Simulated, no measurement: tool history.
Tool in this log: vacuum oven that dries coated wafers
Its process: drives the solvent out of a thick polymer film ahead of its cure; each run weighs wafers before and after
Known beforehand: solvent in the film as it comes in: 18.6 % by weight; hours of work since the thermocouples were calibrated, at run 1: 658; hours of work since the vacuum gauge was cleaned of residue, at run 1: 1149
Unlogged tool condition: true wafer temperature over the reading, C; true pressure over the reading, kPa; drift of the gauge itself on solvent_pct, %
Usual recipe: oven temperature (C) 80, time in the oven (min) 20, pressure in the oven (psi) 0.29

| run | hour | oven temperature (C) | time in the oven (min) | pressure in the oven (psi) | hours of work since the thermocouples were calibrated | hours of work since the vacuum gauge was cleaned of residue | solvent left in the film (%) |
|---|---|---|---|---|---|---|---|
| 1 | 0 | 80 | 20 | 0.29 | 658 | 1149 | 2.22 |
| 2 | 43.2 | 80 | 20 | 0.26 | 682 | 1172 | 2.05 |
| 3 | 86.2 | 80 | 20 | 0.26 | 705 | 1196 | 2.06 |
| 4 | 141.4 | 80 | 20 | 0.26 | 735 | 1226 | 2.06 |
| 5 | 201.8 | 80 | 20 | 0.29 | 768 | 1259 | 2.22 |
| 6 | 262 | 80 | 11 | 0.29 | 801 | 1292 | 3.75 |
| 7 | 293.4 | 80 | 11 | 0.29 | 819 | 1310 | 3.75 |
| 8 | 355.8 | 80 | 19 | 0.29 | 853 | 1344 | 2.29 |
| 9 | 415.2 | 80 | 19 | 0.29 | 885 | 1376 | 2.3 |
| 10 | 472.9 | 80 | 19 | 0.29 | 917 | 1408 | 2.3 |
| 11 | 530.9 | 80 | 12 | 0.29 | 949 | 1440 | 3.43 |
| 12 | 583.2 | 80 | 12 | 0.29 | 978 | 1468 | 3.41 |
| 13 | 633.4 | 80 | 12 | 0.29 | 1005 | 1496 | 3.41 |
| 14 | 660 | 80 | 12 | 0.29 | 1020 | 1510 | 3.41 |
| 15 | 724.7 | 80 | 12 | 0.29 | 1055 | 1546 | 3.41 |
| 16 | 781.5 | 80 | 12 | 0.29 | 1086 | 1577 | 3.38 |
| 17 | 813.8 | 68 | 22 | 0.206 | 1104 | 1595 | 3.67 |
| 18 | 873.4 | 90 | 20 | 0.408 | 1137 | 1627 | 1.75 |
| 19 | 934.4 | 74 | 20 | 0.29 | 1170 | 1661 | 3.22 |
| 20 | 992.7 | 85 | 11 | 0.29 | 1202 | 1693 | 2.62 |
| 21 | 1056.5 | 85 | 11 | 0.29 | 1237 | 1728 | 2.63 |
| 22 | 1093.3 | 85 | 11 | 0.29 | 1257 | 1748 | 2.6 |
|  | 1131.6 | oven's thermocouples calibrated |
| 23 | 1134.1 | 80 | 20 | 0.257 | 1 | 1769 | 2.27 |
| 24 | 1182.7 | 74 | 20 | 0.29 | 28 | 1796 | 3.64 |
| 25 | 1209.9 | 74 | 20 | 0.29 | 43 | 1811 | 3.63 |
| 26 | 1257.9 | 74 | 20 | 0.29 | 69 | 1837 | 3.62 |
| 27 | 1320.2 | 74 | 28 | 0.776 | 103 | 1871 | 6.66 |
| 28 | 1354.3 | 74 | 28 | 0.776 | 122 | 1890 | 6.67 |
| 29 | 1388.8 | 74 | 11 | 1.125 | 141 | 1909 | 11.01 |
| 30 | 1427 | 80 | 20 | 0.86 | 162 | 1930 | 5.84 |

Branching from run 30: 4 alternative next runs. What would each branch give?
| A | 1476.3 | 66 | 11 | 0.175 | 189 | 1957 | ? |
| B | 1476.3 | 80 | 15 | 0.173 | 189 | 1957 | ? |
| C | 1476.3 | 80 | 20 | 1.146 | 189 | 1957 | ? |
| D | 1476.3 | 80 | 35 | 0.644 | 189 | 1957 | ? |

| run | solvent left in the film (%) |
|---|---|
| A | 7.58 |
| B | 2.42 |
| C | 7.53 |
| D | 4.22 |
Had the tool no hidden state, the same runs would have come out as:
| run | solvent left in the film (%) |
|---|---|
| A | 7.18 |
| B | 2.13 |
| C | 7.19 |
| D | 3.91 |
